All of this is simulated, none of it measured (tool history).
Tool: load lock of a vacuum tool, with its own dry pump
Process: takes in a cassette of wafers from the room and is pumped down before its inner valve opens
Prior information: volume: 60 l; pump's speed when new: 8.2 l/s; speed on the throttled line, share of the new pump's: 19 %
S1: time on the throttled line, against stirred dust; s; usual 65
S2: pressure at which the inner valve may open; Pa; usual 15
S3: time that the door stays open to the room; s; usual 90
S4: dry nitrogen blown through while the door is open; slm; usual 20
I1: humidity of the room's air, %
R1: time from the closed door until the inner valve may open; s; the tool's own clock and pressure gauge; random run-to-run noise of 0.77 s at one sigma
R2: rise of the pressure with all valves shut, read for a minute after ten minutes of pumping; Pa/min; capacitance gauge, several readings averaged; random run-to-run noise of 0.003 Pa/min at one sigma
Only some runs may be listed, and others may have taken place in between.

run,hour,S1,S2,S3,S4,I1,R1,R2
1,0,65,15,90,20,44.6,124.3,0.076
2,220.8,65,15,90,20,44.5,122.8,0.074
3,327.3,65,15,90,20,46,122.9,0.079
4,527,65,15,90,20,47.4,123.3,0.075
5,730.6,65,15,90,20,47,123.6,0.074
6,965.9,65,15,114,20,45,124.2,0.087
7,1069.1,65,15,114,20,43.7,123.4,0.088
8,1194.2,65,26,90,20,44,118.8,0.075
9,1323.9,65,15,90,18,43.6,123.8,0.082
10,1505.5,65,15,90,16,46.1,123.9,0.085
11,1614.8,65,15,90,16,44.5,123.9,0.086
12,1829.5,65,15,90,20,48.5,125.6,0.086
13,2049.3,65,15,90,20,43,123.9,0.083
14,2188.9,65,15,90,20,46.9,123.8,0.084
15,2421.3,65,24,90,20,45.7,121,0.082
16,2573.9,96,15,90,6,48.5,148.1,0.111
17,2687.6,45,18,147,6,43.8,107.1,0.128
18,2811.1,45,14,147,6,46.7,110.9,0.137
19,2967.9,65,29,90,20,46.3,118.2,0.083
20,3183.2,121,17,216,31,45.2,169.2,0.11
21,3392.7,121,17,216,31,47.1,166.3,0.11
22,3601.6,65,15,89,5,46.3,124.4,0.11
23,3739.9,65,15,89,5,43.2,124.3,0.116
24,3855.2,45,19,90,7,45.1,108.4,0.113
25,4053.6,74,13,66,29,43.7,133.3,0.069
26,4275,74,14,177,29,47.7,131.9,0.11
27,4384.6,65,15,52,10,46.7,125.4,0.086

Here are 3 independent what-if runs from the current tool condition. What would each one return?
A,4536.4,65,20,40,6,48.3,?,?
B,4536.4,65,15,90,27,47.4,?,?
C,4536.4,34,15,52,10,46.8,?,?

run,R1,R2
A,123.3,0.089
B,125.9,0.088
C,101.4,0.088
Had the tool no hidden state, the same runs would have come out as:
run,R1,R2
A,115.8,0.049
B,118.1,0.048
C,92.8,0.047
